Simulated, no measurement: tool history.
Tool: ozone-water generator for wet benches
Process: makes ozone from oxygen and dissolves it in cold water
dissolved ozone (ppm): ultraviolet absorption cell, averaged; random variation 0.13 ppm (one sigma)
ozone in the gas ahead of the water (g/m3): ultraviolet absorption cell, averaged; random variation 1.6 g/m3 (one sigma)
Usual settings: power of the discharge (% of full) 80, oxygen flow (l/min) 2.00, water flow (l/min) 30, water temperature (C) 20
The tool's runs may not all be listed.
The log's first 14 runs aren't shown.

run	hour	power of the discharge (% of full)	oxygen flow (l/min)	water flow (l/min)	water temperature (C)	hours of work since the electrodes were changed	hours of work since the contactor was cleaned	hours of work since the thermometer was calibrated	dissolved ozone (ppm)	ozone in the gas ahead of the water (g/m3)
# hour 1925.7: gauge calibrated
15	1940.6	80	1.31	31	20	8165	118	368	11.7	398.4
16	2077.3	80	2.00	28	20	8295	248	498	14.2	298.6
17	2180.5	97	2.12	34	20	8394	346	596	13.0	336.1
18	2336.4	97	2.12	34	20	8542	495	745	13.2	336.2
19	2512.2	97	2.12	34	20	8710	662	912	13.1	336.9
20	2640.1	80	2.00	30	24	8831	784	1034	12.8	300.3
21	2809.9	69	2.00	30	20	8993	946	1196	11.6	270.6
22	2950.2	72	1.65	26	22	9127	1079	1329	13.4	320.6
23	3054.0	80	2.00	30	13	9226	1178	1428	13.4	302.6
24	3167.7	80	2.66	22	17	9334	1286	1536	18.7	248.6
25	3313.4	80	2.66	22	17	9473	1425	1675	18.8	252.0
26	3447.7	80	2.66	22	17	9601	1553	1803	18.7	250.5
27	3547.5	80	3.30	32	20	9696	1648	1898	12.5	218.8
28	3700.2	80	3.30	32	20	9841	1794	2044	12.7	217.4
29	3865.1	80	3.30	32	20	9998	1951	2201	12.9	218.0
30	3990.9	80	3.30	32	20	10118	2071	2321	12.6	217.4
31	4096.5	80	3.30	25	15	10219	2171	2421	17.2	218.9
32	4226.0	90	2.15	30	20	10342	2295	2544	14.1	320.6

5 ways to go on from here, each from the tool as it stands after run 32. What would each give?
A	4312.1	45	2.00	30	20	10424	2376	2626	?	?
B	4312.1	62	1.38	30	14	10424	2376	2626	?	?
C	4312.1	90	2.15	22	16	10424	2376	2626	?	?
D	4312.1	90	1.18	28	20	10424	2376	2626	?	?
E	4312.1	90	2.15	30	21	10424	2376	2626	?	?

run	dissolved ozone (ppm)	ozone in the gas ahead of the water (g/m3)
A	8.5	199.4
B	10.1	328.6
C	20.3	321.5
D	14.2	488.9
E	14.4	324.6
Without the tool's hidden state the same runs would have given:
run	dissolved ozone (ppm)	ozone in the gas ahead of the water (g/m3)
A	8.5	193.0
B	10.2	318.2
C	20.4	311.6
D	14.2	473.9
E	14.4	314.6
